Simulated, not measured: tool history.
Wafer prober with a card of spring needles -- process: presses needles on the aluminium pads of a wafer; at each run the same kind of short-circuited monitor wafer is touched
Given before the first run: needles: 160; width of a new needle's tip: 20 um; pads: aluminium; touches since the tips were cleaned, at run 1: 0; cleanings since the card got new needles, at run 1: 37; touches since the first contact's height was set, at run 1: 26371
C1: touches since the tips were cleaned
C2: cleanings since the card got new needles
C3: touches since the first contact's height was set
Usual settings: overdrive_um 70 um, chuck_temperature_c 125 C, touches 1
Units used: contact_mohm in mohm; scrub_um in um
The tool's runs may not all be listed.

run 1 hour=0 | overdrive_um=70 chuck_temperature_c=125 touches=1 | C1=0 C2=37 C3=26371 | contact_mohm=251 scrub_um=17.64
-- hour=5.4 tips cleaned on abrasive film
-- hour=12.1 tips cleaned on abrasive film
-- hour=18.7 tips cleaned on abrasive film
-- hour=25.5 tips cleaned on abrasive film
run 2 hour=26.4 | overdrive_um=70 chuck_temperature_c=125 touches=1 | C1=596 C2=41 C3=42569 | contact_mohm=279 scrub_um=17.47
-- hour=31.8 tips cleaned on abrasive film
-- hour=38.4 tips cleaned on abrasive film
-- hour=45.1 tips cleaned on abrasive film
run 3 hour=47.5 | overdrive_um=70 chuck_temperature_c=125 touches=1 | C1=1484 C2=44 C3=55508 | contact_mohm=290 scrub_um=17.4
-- hour=51.4 tips cleaned on abrasive film
-- hour=58.1 tips cleaned on abrasive film
-- hour=63.5 tips cleaned on abrasive film
run 4 hour=67.5 | overdrive_um=70 chuck_temperature_c=125 touches=1 | C1=2480 C2=47 C3=67775 | contact_mohm=308 scrub_um=17.38
-- hour=68.9 tips cleaned on abrasive film
-- hour=75.7 tips cleaned on abrasive film
-- hour=82.3 tips cleaned on abrasive film
-- hour=87.7 tips cleaned on abrasive film
run 5 hour=90.1 | overdrive_um=70 chuck_temperature_c=125 touches=1 | C1=1491 C2=51 C3=81621 | contact_mohm=302 scrub_um=17.29
-- hour=94.2 tips cleaned on abrasive film
-- hour=100.9 tips cleaned on abrasive film
-- hour=107.4 tips cleaned on abrasive film
-- hour=112.8 tips cleaned on abrasive film
run 6 hour=114.8 | overdrive_um=70 chuck_temperature_c=125 touches=2 | C1=1269 C2=55 C3=96740 | contact_mohm=275 scrub_um=17.17
-- hour=118.9 tips cleaned on abrasive film
-- hour=125.6 tips cleaned on abrasive film
-- hour=132.1 tips cleaned on abrasive film
run 7 hour=133.3 | overdrive_um=52 chuck_temperature_c=30 touches=2 | C1=755 C2=58 C3=108067 | contact_mohm=272 scrub_um=12.57
-- hour=138.7 tips cleaned on abrasive film
-- hour=144.1 tips cleaned on abrasive film
-- hour=147.1 height of the first contact set anew
-- hour=151 tips cleaned on abrasive film
run 8 hour=154.1 | overdrive_um=80 chuck_temperature_c=46 touches=1 | C1=1893 C2=61 C3=4291 | contact_mohm=272 scrub_um=20.28
-- hour=156.8 tips cleaned on abrasive film
-- hour=162.2 tips cleaned on abrasive film
-- hour=168.8 tips cleaned on abrasive film
-- hour=170.2 tips cleaned on abrasive film, once more
-- hour=176.9 tips cleaned on abrasive film
run 9 hour=179.2 | overdrive_um=82 chuck_temperature_c=25 touches=3 | C1=1423 C2=66 C3=19609 | contact_mohm=234 scrub_um=20.72
-- hour=183.3 tips cleaned on abrasive film
-- hour=190 tips cleaned on abrasive film
-- hour=196.6 tips cleaned on abrasive film
-- hour=203.1 tips cleaned on abrasive film
run 10 hour=203.1 | overdrive_um=56 chuck_temperature_c=41 touches=1 | C1=0 C2=70 C3=34268 | contact_mohm=243 scrub_um=14.02
-- hour=209.8 tips cleaned on abrasive film
-- hour=215.5 tips cleaned on abrasive film
run 11 hour=215.5 | overdrive_um=56 chuck_temperature_c=41 touches=1 | C1=0 C2=72 C3=41864 | contact_mohm=241 scrub_um=14.04

How would selected steps in contact_mohm from run to run divide? Give the signed amount a tool lacking its hidden state would still show from settings, what came in and random variation, and the signed amount left for the hidden state, including any gauge scatter that is not in both of the compared results.
Hidden conditions of the tool in this case: debris on the tips, nm; way that the needles fall short of the set height, um; tips' diameter, um; drift of the gauge itself on contact_mohm, %; drift of the gauge itself on scrub_um, %.
Run 8 -> 9: overdrive_um 80 -> 82, chuck_temperature_c 46 -> 25, touches 1 -> 3, tips cleaned on abrasive film, tips cleaned on abrasive film, tips cleaned on abrasive film, tips cleaned on abrasive film, once more, tips cleaned on abrasive film. contact_mohm -38 mohm: hidden state -31, all else -7.

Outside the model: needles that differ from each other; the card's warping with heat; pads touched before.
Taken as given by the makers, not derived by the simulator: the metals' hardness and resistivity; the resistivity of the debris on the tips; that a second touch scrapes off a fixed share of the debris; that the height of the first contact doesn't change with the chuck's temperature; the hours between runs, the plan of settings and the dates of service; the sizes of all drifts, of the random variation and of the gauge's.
